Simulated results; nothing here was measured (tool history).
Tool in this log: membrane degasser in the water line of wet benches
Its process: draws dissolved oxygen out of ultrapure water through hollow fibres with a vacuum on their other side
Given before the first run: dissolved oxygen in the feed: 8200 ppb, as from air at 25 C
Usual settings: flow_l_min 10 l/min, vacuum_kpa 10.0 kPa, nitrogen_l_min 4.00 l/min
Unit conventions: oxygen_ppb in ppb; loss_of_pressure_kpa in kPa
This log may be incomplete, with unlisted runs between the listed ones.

Run 1, hour 0.0: usual settings. Result: oxygen_ppb 44.0 ppb, loss_of_pressure_kpa 36.54 kPa.
Run 2, hour 216.8: usual settings. Result: oxygen_ppb 44.3 ppb, loss_of_pressure_kpa 36.68 kPa.
Run 3, hour 369.6: usual settings but nitrogen_l_min 4.14 l/min. Result: oxygen_ppb 42.7 ppb, loss_of_pressure_kpa 36.57 kPa.
Run 4, hour 575.0: usual settings. Result: oxygen_ppb 44.6 ppb, loss_of_pressure_kpa 36.46 kPa.
Run 5, hour 709.3: usual settings but flow_l_min 6 l/min. Result: oxygen_ppb 25.7 ppb, loss_of_pressure_kpa 21.98 kPa.
Run 6, hour 1017.3: usual settings. Result: oxygen_ppb 44.8 ppb, loss_of_pressure_kpa 36.49 kPa.
Run 7, hour 1222.6: usual settings. Result: oxygen_ppb 44.2 ppb, loss_of_pressure_kpa 36.54 kPa.
Run 8, hour 1446.4: usual settings. Result: oxygen_ppb 44.4 ppb, loss_of_pressure_kpa 36.29 kPa.
Run 9, hour 1668.4: usual settings. Result: oxygen_ppb 44.7 ppb, loss_of_pressure_kpa 36.47 kPa.
Run 10, hour 1925.1: usual settings. Result: oxygen_ppb 44.7 ppb, loss_of_pressure_kpa 36.37 kPa.
Run 11, hour 2109.0: usual settings. Result: oxygen_ppb 44.3 ppb, loss_of_pressure_kpa 36.34 kPa.
Run 12, hour 2327.8: usual settings. Result: oxygen_ppb 44.6 ppb, loss_of_pressure_kpa 36.53 kPa.
Run 13, hour 2569.9: usual settings. Result: oxygen_ppb 44.1 ppb, loss_of_pressure_kpa 36.62 kPa.
Run 14, hour 2801.6: usual settings but nitrogen_l_min 3.59 l/min. Result: oxygen_ppb 49.4 ppb, loss_of_pressure_kpa 36.76 kPa.
Run 15, hour 2997.4: usual settings but nitrogen_l_min 3.59 l/min. Result: oxygen_ppb 49.2 ppb, loss_of_pressure_kpa 36.41 kPa.
Run 16, hour 3226.9: usual settings but flow_l_min 14 l/min. Result: oxygen_ppb 64.7 ppb, loss_of_pressure_kpa 50.69 kPa.
Run 17, hour 3434.6: usual settings but vacuum_kpa 15.0 kPa, nitrogen_l_min 9.10 l/min. Result: oxygen_ppb 34.9 ppb, loss_of_pressure_kpa 36.29 kPa.
Run 18, hour 3599.9: usual settings but vacuum_kpa 20.8 kPa, nitrogen_l_min 6.21 l/min. Result: oxygen_ppb 72.6 ppb, loss_of_pressure_kpa 36.20 kPa.
Run 19, hour 3884.8: usual settings but flow_l_min 7 l/min, nitrogen_l_min 4.75 l/min. Result: oxygen_ppb 26.1 ppb, loss_of_pressure_kpa 25.52 kPa.
At hour 4022.9: seals of the vacuum lines changed.
Run 20, hour 4083.1: usual settings but flow_l_min 11 l/min, vacuum_kpa 22.1 kPa, nitrogen_l_min 4.75 l/min. Result: oxygen_ppb 110.7 ppb, loss_of_pressure_kpa 39.93 kPa.
Run 21, hour 4280.1: usual settings but nitrogen_l_min 4.43 l/min. Result: oxygen_ppb 40.5 ppb, loss_of_pressure_kpa 36.22 kPa.
Run 22, hour 4485.8: usual settings but nitrogen_l_min 4.43 l/min. Result: oxygen_ppb 40.1 ppb, loss_of_pressure_kpa 36.34 kPa.
Run 23, hour 4743.8: usual settings but vacuum_kpa 11.8 kPa, nitrogen_l_min 9.04 l/min. Result: oxygen_ppb 26.0 ppb, loss_of_pressure_kpa 36.13 kPa.
Run 24, hour 5060.3: usual settings but vacuum_kpa 8.0 kPa, nitrogen_l_min 1.85 l/min. Result: oxygen_ppb 65.6 ppb, loss_of_pressure_kpa 36.24 kPa.
Run 25, hour 5237.1: usual settings but vacuum_kpa 12.3 kPa. Result: oxygen_ppb 58.7 ppb, loss_of_pressure_kpa 36.11 kPa.
Run 26, hour 5531.5: usual settings but flow_l_min 13 l/min, vacuum_kpa 13.6 kPa. Result: oxygen_ppb 87.7 ppb, loss_of_pressure_kpa 47.09 kPa.
Run 27, hour 5817.8: usual settings but vacuum_kpa 16.3 kPa, nitrogen_l_min 6.37 l/min. Result: oxygen_ppb 53.5 ppb, loss_of_pressure_kpa 36.01 kPa.
At hour 5884.1: vacuum gauge calibrated.
Run 28, hour 5957.0: usual settings but vacuum_kpa 11.9 kPa. Result: oxygen_ppb 56.1 ppb, loss_of_pressure_kpa 36.27 kPa.
Run 29, hour 6102.8: usual settings but flow_l_min 9 l/min, vacuum_kpa 16.7 kPa, nitrogen_l_min 9.04 l/min. Result: oxygen_ppb 35.5 ppb, loss_of_pressure_kpa 32.77 kPa.
Run 30, hour 6428.9: usual settings but flow_l_min 8 l/min, vacuum_kpa 13.7 kPa. Result: oxygen_ppb 52.9 ppb, loss_of_pressure_kpa 29.00 kPa.
Run 31, hour 6706.5: usual settings but vacuum_kpa 13.8 kPa, nitrogen_l_min 11.49 l/min. Result: oxygen_ppb 25.6 ppb, loss_of_pressure_kpa 36.13 kPa.

Below, some changes in loss_of_pressure_kpa between adjacent runs. For each, the amount present without the hidden state too (settings, incoming material, random variation) and the amount remaining for the hidden state with gauge scatter not shared by both compared results:
What the log doesn't record here: membrane still open, %; true pressure behind the membrane over the reading, kPa; air that leaks in behind the membrane, l/min; drift of the gauge itself on oxygen_ppb, %; drift of the gauge itself on loss_of_pressure_kpa, %.
Run 4 -> 5: flow_l_min 10 -> 6. loss_of_pressure_kpa -14.48 kPa: hidden state +0.00, all else -14.48.
Run 5 -> 6: flow_l_min 6 -> 10. loss_of_pressure_kpa +14.51 kPa: hidden state -0.03, all else +14.54.
Run 19 -> 20: flow_l_min 7 -> 11, vacuum_kpa 10.0 -> 22.1, seals of the vacuum lines changed. loss_of_pressure_kpa +14.41 kPa: hidden state -0.13, all else +14.54.
Run 25 -> 26: flow_l_min 10 -> 13, vacuum_kpa 12.3 -> 13.6. loss_of_pressure_kpa +10.98 kPa: hidden state -0.14, all else +11.12.
Run 30 -> 31: flow_l_min 8 -> 10, vacuum_kpa 13.7 -> 13.8, nitrogen_l_min 4.00 -> 11.49. loss_of_pressure_kpa +7.13 kPa: hidden state -0.12, all else +7.25.
